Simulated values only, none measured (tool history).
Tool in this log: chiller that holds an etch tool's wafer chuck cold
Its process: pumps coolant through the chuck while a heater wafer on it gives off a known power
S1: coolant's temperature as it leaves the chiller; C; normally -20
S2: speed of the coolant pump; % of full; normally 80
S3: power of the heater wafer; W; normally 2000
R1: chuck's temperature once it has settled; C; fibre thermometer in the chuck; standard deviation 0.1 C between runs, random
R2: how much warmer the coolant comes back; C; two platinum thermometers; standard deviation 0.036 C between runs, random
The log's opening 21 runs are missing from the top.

run	hour	S1	S2	S3	R1	R2
22	1024.3	-21	94	1811	-10	4.93
23	1060.1	-20	80	2488	-2.6	8.16
24	1113.2	-20	80	2488	-2.6	8.1
25	1160.8	-20	79	2941	0.7	9.75
26	1211.3	-20	79	2941	0.4	9.65
27	1243.5	-10	80	2000	3.8	6.57
28	1295.5	-26	82	2000	-12.3	6.42
29	1338.7	-24	77	2718	-4.4	9.37
30	1374.5	-27	61	1762	-11.5	7.84
31	1424.6	-11	92	2497	4.3	7.03
32	1489	-19	80	2882	1.2	9.42

4 options for the next run, each taken on its own from the tool as it stands now. Forecast them:
A	1533.7	-19	79	1320	?	?
B	1533.7	-19	79	2882	?	?
C	1533.7	-17	61	1479	?	?
D	1533.7	-19	70	2436	?	?

run	R1	R2
A	-9.5	4.55
B	1.3	9.62
C	-3.7	6.62
D	0.2	9.38
The same runs, with their run-to-run variation unchanged, on a tool lacking any hidden condition would have given:
run	R1	R2
A	-9.5	4.36
B	1.3	9.43
C	-3.7	6.43
D	0.1	9.2
